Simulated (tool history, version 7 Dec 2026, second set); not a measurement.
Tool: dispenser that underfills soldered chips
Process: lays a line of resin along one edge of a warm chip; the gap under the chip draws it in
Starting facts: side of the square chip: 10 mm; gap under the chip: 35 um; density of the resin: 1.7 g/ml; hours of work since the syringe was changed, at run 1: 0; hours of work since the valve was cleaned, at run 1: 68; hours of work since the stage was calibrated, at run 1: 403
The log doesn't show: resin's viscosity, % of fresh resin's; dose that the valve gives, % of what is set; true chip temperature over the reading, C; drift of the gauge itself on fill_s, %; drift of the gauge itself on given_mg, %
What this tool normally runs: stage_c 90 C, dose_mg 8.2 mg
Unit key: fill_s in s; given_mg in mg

run	hour	stage_c	dose_mg	hours of work since the syringe was changed	hours of work since the valve was cleaned	hours of work since the stage was calibrated	fill_s	given_mg
1	0	90	8.2	0	68	403	32.1	7.88
2	10.9	90	8.2	7	74	410	44.5	7.85
# hour 19.3: new syringe of resin
3	27	90	8.2	5	84	420	40.4	7.81
# hour 29.8: stage's temperature calibrated
4	35.6	90	8.2	9	89	4	54.8	7.75
# hour 38.5: new syringe of resin
# hour 45.9: dispensing valve cleaned and set on the balance
5	53.8	90	8.17	9	5	14	52.1	8.11
# hour 58.3: new syringe of resin
6	64.1	90	8.17	4	11	20	39.6	8.1
7	72.9	90	8.2	9	16	25	52.3	8.09
# hour 76.6: new syringe of resin
8	88.5	90	8.2	7	26	35	48.6	8.08
# hour 95.8: new syringe of resin
9	99.8	90	8.2	2	32	41	38.3	7.96
# hour 114.7: new syringe of resin
10	114.8	90	8.2	0	41	50	34.8	7.98
11	125	90	8.2	6	48	57	45.8	7.92
# hour 133.7: new syringe of resin
12	141.8	90	8.2	5	58	67	43.7	7.91
13	149.9	90	8.2	10	63	72	56.1	7.87
# hour 151.7: new syringe of resin
14	163.6	82	8.78	7	71	80	58.8	8.36
# hour 171: new syringe of resin
15	175.9	82	8.78	3	78	87	47	8.36
# hour 189.9: new syringe of resin
16	190.5	82	8.78	0	87	96	41.4	8.31

Branching from run 16: 4 alternative next runs. What would each branch give?
A	197.8	78	7.57	5	91	100	?	?
B	197.8	98	8.37	5	91	100	?	?
C	197.8	101	8.49	5	91	100	?	?
D	197.8	102	9.19	5	91	100	?	?

run	fill_s	given_mg
A	60.8	7.11
B	34.6	7.9
C	31.8	8.05
D	29.8	8.66
With the hidden condition removed and each run's random variation left untouched, the same runs would have given:
run	fill_s	given_mg
A	48.3	7.54
B	27.6	8.37
C	25.4	8.52
D	23.8	9.17
